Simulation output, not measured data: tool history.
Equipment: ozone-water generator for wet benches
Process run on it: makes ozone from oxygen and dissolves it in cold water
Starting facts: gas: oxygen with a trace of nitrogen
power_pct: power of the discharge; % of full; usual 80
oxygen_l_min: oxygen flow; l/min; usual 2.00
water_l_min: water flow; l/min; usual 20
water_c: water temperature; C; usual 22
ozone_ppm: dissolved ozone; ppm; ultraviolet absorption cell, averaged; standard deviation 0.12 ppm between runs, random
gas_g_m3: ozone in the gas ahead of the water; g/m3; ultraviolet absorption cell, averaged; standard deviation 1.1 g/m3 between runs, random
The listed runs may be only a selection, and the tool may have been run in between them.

Run 1, day 0.000: usual settings. Result: ozone_ppm 11.1 ppm, gas_g_m3 198.0 g/m3.
Run 2, day 4.904: usual settings. Result: ozone_ppm 11.1 ppm, gas_g_m3 197.0 g/m3.
Run 3, day 9.229: usual settings. Result: ozone_ppm 11.1 ppm, gas_g_m3 194.6 g/m3.
Run 4, day 13.296: usual settings. Result: ozone_ppm 11.0 ppm, gas_g_m3 196.6 g/m3.
Run 5, day 17.900: usual settings. Result: ozone_ppm 10.8 ppm, gas_g_m3 195.4 g/m3.
Run 6, day 22.025: usual settings but water_c 16 C. Result: ozone_ppm 11.7 ppm, gas_g_m3 195.4 g/m3.
Run 7, day 24.458: usual settings but water_l_min 13 l/min, water_c 28 C. Result: ozone_ppm 14.8 ppm, gas_g_m3 195.5 g/m3.

Expected results for the next run?
Run 8, day 28.096: usual settings but oxygen_l_min 1.17 l/min, water_l_min 15 l/min, water_c 26 C. Result: ozone_ppm ?, gas_g_m3 ?.

ozone_ppm: 11.8 ppm
gas_g_m3: 256.0 g/m3
On a tool with no hidden condition, and with the same random variation, this run would have come out at ozone_ppm 12.7 ppm, gas_g_m3 273.4 g/m3.

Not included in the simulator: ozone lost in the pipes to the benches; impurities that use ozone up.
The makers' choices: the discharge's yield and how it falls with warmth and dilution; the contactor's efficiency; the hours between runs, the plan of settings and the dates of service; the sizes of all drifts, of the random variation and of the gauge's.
